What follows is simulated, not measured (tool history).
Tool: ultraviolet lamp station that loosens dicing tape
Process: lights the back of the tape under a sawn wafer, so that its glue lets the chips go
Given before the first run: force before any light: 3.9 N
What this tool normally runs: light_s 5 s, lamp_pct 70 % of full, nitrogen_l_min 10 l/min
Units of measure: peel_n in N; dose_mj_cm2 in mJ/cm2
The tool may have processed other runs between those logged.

run 1 hour=0.0 | light_s=5 lamp_pct=70 nitrogen_l_min=10 | peel_n=0.522 dose_mj_cm2=159
run 2 hour=25.8 | light_s=5 lamp_pct=70 nitrogen_l_min=10 | peel_n=0.514 dose_mj_cm2=158
run 3 hour=72.1 | light_s=5 lamp_pct=70 nitrogen_l_min=10 | peel_n=0.553 dose_mj_cm2=157
run 4 hour=94.8 | light_s=5 lamp_pct=70 nitrogen_l_min=10 | peel_n=0.548 dose_mj_cm2=150
run 5 hour=143.1 | light_s=5 lamp_pct=70 nitrogen_l_min=10 | peel_n=0.567 dose_mj_cm2=148
run 6 hour=184.7 | light_s=5 lamp_pct=70 nitrogen_l_min=10 | peel_n=0.584 dose_mj_cm2=148
run 7 hour=229.1 | light_s=3 lamp_pct=70 nitrogen_l_min=10 | peel_n=1.204 dose_mj_cm2=87
run 8 hour=266.6 | light_s=9 lamp_pct=70 nitrogen_l_min=10 | peel_n=0.235 dose_mj_cm2=259
run 9 hour=306.6 | light_s=9 lamp_pct=70 nitrogen_l_min=10 | peel_n=0.243 dose_mj_cm2=258
run 10 hour=354.3 | light_s=9 lamp_pct=70 nitrogen_l_min=10 | peel_n=0.250 dose_mj_cm2=254
run 11 hour=389.4 | light_s=5 lamp_pct=70 nitrogen_l_min=10 | peel_n=0.657 dose_mj_cm2=144
run 12 hour=433.1 | light_s=4 lamp_pct=70 nitrogen_l_min=10 | peel_n=0.906 dose_mj_cm2=111
run 13 hour=481.4 | light_s=4 lamp_pct=70 nitrogen_l_min=7 | peel_n=1.097 dose_mj_cm2=107
run 14 hour=509.0 | light_s=4 lamp_pct=70 nitrogen_l_min=7 | peel_n=1.099 dose_mj_cm2=108
run 15 hour=552.4 | light_s=5 lamp_pct=70 nitrogen_l_min=10 | peel_n=0.709 dose_mj_cm2=130
run 16 hour=580.1 | light_s=5 lamp_pct=70 nitrogen_l_min=10 | peel_n=0.674 dose_mj_cm2=133
run 17 hour=621.8 | light_s=9 lamp_pct=70 nitrogen_l_min=10 | peel_n=0.270 dose_mj_cm2=232
run 18 hour=670.5 | light_s=5 lamp_pct=85 nitrogen_l_min=10 | peel_n=0.542 dose_mj_cm2=154
run 19 hour=700.8 | light_s=5 lamp_pct=85 nitrogen_l_min=10 | peel_n=0.545 dose_mj_cm2=151
run 20 hour=734.8 | light_s=5 lamp_pct=85 nitrogen_l_min=10 | peel_n=0.575 dose_mj_cm2=152
run 21 hour=772.0 | light_s=5 lamp_pct=70 nitrogen_l_min=18 | peel_n=0.436 dose_mj_cm2=148
run 22 hour=819.9 | light_s=5 lamp_pct=70 nitrogen_l_min=10 | peel_n=0.599 dose_mj_cm2=149
run 23 hour=849.2 | light_s=2 lamp_pct=77 nitrogen_l_min=10 | peel_n=1.661 dose_mj_cm2=64
run 24 hour=876.8 | light_s=5 lamp_pct=60 nitrogen_l_min=10 | peel_n=0.762 dose_mj_cm2=127
run 25 hour=911.2 | light_s=5 lamp_pct=68 nitrogen_l_min=7 | peel_n=0.751 dose_mj_cm2=142
run 26 hour=965.0 | light_s=5 lamp_pct=70 nitrogen_l_min=11 | peel_n=0.602 dose_mj_cm2=140
run 27 hour=989.8 | light_s=5 lamp_pct=79 nitrogen_l_min=15 | peel_n=0.435 dose_mj_cm2=158
run 28 hour=1013.6 | light_s=4 lamp_pct=79 nitrogen_l_min=5 | peel_n=1.025 dose_mj_cm2=125
run 29 hour=1038.3 | light_s=2 lamp_pct=69 nitrogen_l_min=10 | peel_n=1.836 dose_mj_cm2=50
run 30 hour=1063.7 | light_s=2 lamp_pct=97 nitrogen_l_min=10 | peel_n=1.371 dose_mj_cm2=79
run 31 hour=1092.9 | light_s=3 lamp_pct=65 nitrogen_l_min=8 | peel_n=1.458 dose_mj_cm2=75
run 32 hour=1116.4 | light_s=5 lamp_pct=96 nitrogen_l_min=5 | peel_n=0.598 dose_mj_cm2=182
run 33 hour=1167.9 | light_s=2 lamp_pct=70 nitrogen_l_min=7 | peel_n=1.965 dose_mj_cm2=51
run 34 hour=1193.2 | light_s=2 lamp_pct=70 nitrogen_l_min=7 | peel_n=2.062 dose_mj_cm2=51
run 35 hour=1215.1 | light_s=5 lamp_pct=61 nitrogen_l_min=4 | peel_n=1.289 dose_mj_cm2=112
run 36 hour=1257.6 | light_s=5 lamp_pct=61 nitrogen_l_min=4 | peel_n=1.360 dose_mj_cm2=110
run 37 hour=1292.9 | light_s=5 lamp_pct=64 nitrogen_l_min=6 | peel_n=1.037 dose_mj_cm2=115
run 38 hour=1329.0 | light_s=5 lamp_pct=94 nitrogen_l_min=8 | peel_n=0.555 dose_mj_cm2=171
run 39 hour=1373.9 | light_s=4 lamp_pct=75 nitrogen_l_min=19 | peel_n=0.747 dose_mj_cm2=110
run 40 hour=1424.4 | light_s=4 lamp_pct=75 nitrogen_l_min=19 | peel_n=0.769 dose_mj_cm2=101
run 41 hour=1453.2 | light_s=4 lamp_pct=75 nitrogen_l_min=19 | peel_n=0.730 dose_mj_cm2=105
run 42 hour=1489.3 | light_s=5 lamp_pct=99 nitrogen_l_min=9 | peel_n=0.503 dose_mj_cm2=169
run 43 hour=1513.3 | light_s=5 lamp_pct=82 nitrogen_l_min=5 | peel_n=0.900 dose_mj_cm2=138

Not shown: 1 entry that the log had between the listed runs. Between which runs, and how does the tool's hidden state differ before and after?
Run 20 -> run 21: window cleaned of glue's vapour (hour 754.3)
  lamp's light, % of a new lamp's: 70.3 -> 69.9; light that the window lets through, % of a clean one's: 81.8 -> 98.8
  what was measured, less what the result would be without the hidden state, peel_n: +0.336 -> +0.198 N; dose_mj_cm2: -112 -> -67 mJ/cm2

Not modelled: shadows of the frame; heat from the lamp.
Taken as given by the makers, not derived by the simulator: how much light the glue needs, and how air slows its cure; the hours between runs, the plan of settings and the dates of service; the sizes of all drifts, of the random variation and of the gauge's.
